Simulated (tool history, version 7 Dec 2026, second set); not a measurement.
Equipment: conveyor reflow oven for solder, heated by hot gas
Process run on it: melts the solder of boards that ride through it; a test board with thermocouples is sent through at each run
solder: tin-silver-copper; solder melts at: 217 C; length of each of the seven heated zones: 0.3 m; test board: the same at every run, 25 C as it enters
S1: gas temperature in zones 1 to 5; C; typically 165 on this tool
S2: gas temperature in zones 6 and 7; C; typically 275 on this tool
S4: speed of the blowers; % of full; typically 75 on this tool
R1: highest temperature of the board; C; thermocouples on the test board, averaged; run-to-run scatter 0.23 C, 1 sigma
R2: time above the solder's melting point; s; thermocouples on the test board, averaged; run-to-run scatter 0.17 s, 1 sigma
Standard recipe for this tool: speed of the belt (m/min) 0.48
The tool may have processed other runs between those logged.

{"run": 1, "hour": 0.0, "S1": 165, "S2": 275, "speed of the belt (m/min)": 0.48, "S4": 75, "R1": 252.7, "R2": 52.5}
{"run": 2, "hour": 11.1, "S1": 165, "S2": 275, "speed of the belt (m/min)": 0.48, "S4": 75, "R1": 252.4, "R2": 52.7}
{"run": 3, "hour": 19.3, "S1": 165, "S2": 275, "speed of the belt (m/min)": 0.48, "S4": 75, "R1": 252.4, "R2": 52.7}
{"run": 4, "hour": 32.4, "S1": 165, "S2": 275, "speed of the belt (m/min)": 0.48, "S4": 75, "R1": 252.6, "R2": 52.5}
{"run": 5, "hour": 45.9, "S1": 165, "S2": 275, "speed of the belt (m/min)": 0.48, "S4": 75, "R1": 252.7, "R2": 52.4}
{"hour": 58.3, "done": "flux residue cleaned out of gas plates and filters"}
{"run": 6, "hour": 58.3, "S1": 165, "S2": 275, "speed of the belt (m/min)": 0.48, "S4": 75, "R1": 254.8, "R2": 55.1}
{"run": 7, "hour": 68.6, "S1": 165, "S2": 275, "speed of the belt (m/min)": 0.48, "S4": 75, "R1": 254.9, "R2": 55}
{"run": 8, "hour": 81.4, "S1": 165, "S2": 275, "speed of the belt (m/min)": 0.483, "S4": 75, "R1": 254.7, "R2": 54.1}
{"run": 9, "hour": 88.3, "S1": 165, "S2": 275, "speed of the belt (m/min)": 0.48, "S4": 78, "R1": 256.2, "R2": 55.7}
{"run": 10, "hour": 100.1, "S1": 165, "S2": 275, "speed of the belt (m/min)": 0.48, "S4": 78, "R1": 255.6, "R2": 55.5}
{"run": 11, "hour": 112.3, "S1": 164, "S2": 275, "speed of the belt (m/min)": 0.48, "S4": 75, "R1": 254.7, "R2": 54}
{"run": 12, "hour": 123.3, "S1": 164, "S2": 275, "speed of the belt (m/min)": 0.48, "S4": 75, "R1": 254.7, "R2": 54}
{"run": 13, "hour": 133.9, "S1": 161, "S2": 289, "speed of the belt (m/min)": 0.48, "S4": 76, "R1": 266.5, "R2": 60.5}
{"run": 14, "hour": 143.5, "S1": 151, "S2": 290, "speed of the belt (m/min)": 0.48, "S4": 75, "R1": 265.1, "R2": 57.2}
{"hour": 148.7, "done": "belt drive overhauled, speed set with a stopwatch"}
{"run": 15, "hour": 161.0, "S1": 151, "S2": 290, "speed of the belt (m/min)": 0.48, "S4": 75, "R1": 264.7, "R2": 57}
{"hour": 176.8, "done": "belt drive overhauled, speed set with a stopwatch, once more"}
{"run": 16, "hour": 177.4, "S1": 151, "S2": 290, "speed of the belt (m/min)": 0.48, "S4": 75, "R1": 264.7, "R2": 56.7}
{"run": 17, "hour": 186.3, "S1": 169, "S2": 269, "speed of the belt (m/min)": 0.451, "S4": 65, "R1": 248.9, "R2": 54.6}
{"run": 18, "hour": 199.7, "S1": 155, "S2": 277, "speed of the belt (m/min)": 0.414, "S4": 65, "R1": 256.7, "R2": 62}
{"run": 19, "hour": 212.7, "S1": 157, "S2": 282, "speed of the belt (m/min)": 0.435, "S4": 51, "R1": 253.5, "R2": 55}
{"run": 20, "hour": 225.1, "S1": 157, "S2": 282, "speed of the belt (m/min)": 0.435, "S4": 51, "R1": 252.9, "R2": 55.2}
{"run": 21, "hour": 237.9, "S1": 157, "S2": 282, "speed of the belt (m/min)": 0.435, "S4": 51, "R1": 252.8, "R2": 54.9}

3 options for the next run, each taken on its own from the tool as it stands now. Forecast them:
{"run": "A", "hour": 247.8, "S1": 179, "S2": 272, "speed of the belt (m/min)": 0.404, "S4": 51, "R1": "?", "R2": "?"}
{"run": "B", "hour": 247.8, "S1": 171, "S2": 273, "speed of the belt (m/min)": 0.519, "S4": 51, "R1": "?", "R2": "?"}
{"run": "C", "hour": 247.8, "S1": 170, "S2": 282, "speed of the belt (m/min)": 0.435, "S4": 51, "R1": "?", "R2": "?"}

run=A R1=252.4 R2=67.9
run=B R1=240.4 R2=37.8
run=C R1=256 R2=61.7
Stripped of hidden state, with their random variation kept, the same runs would have yielded:
run=A R1=254.1 R2=69.5
run=B R1=242.3 R2=39.8
run=C R1=257.9 R2=63.2
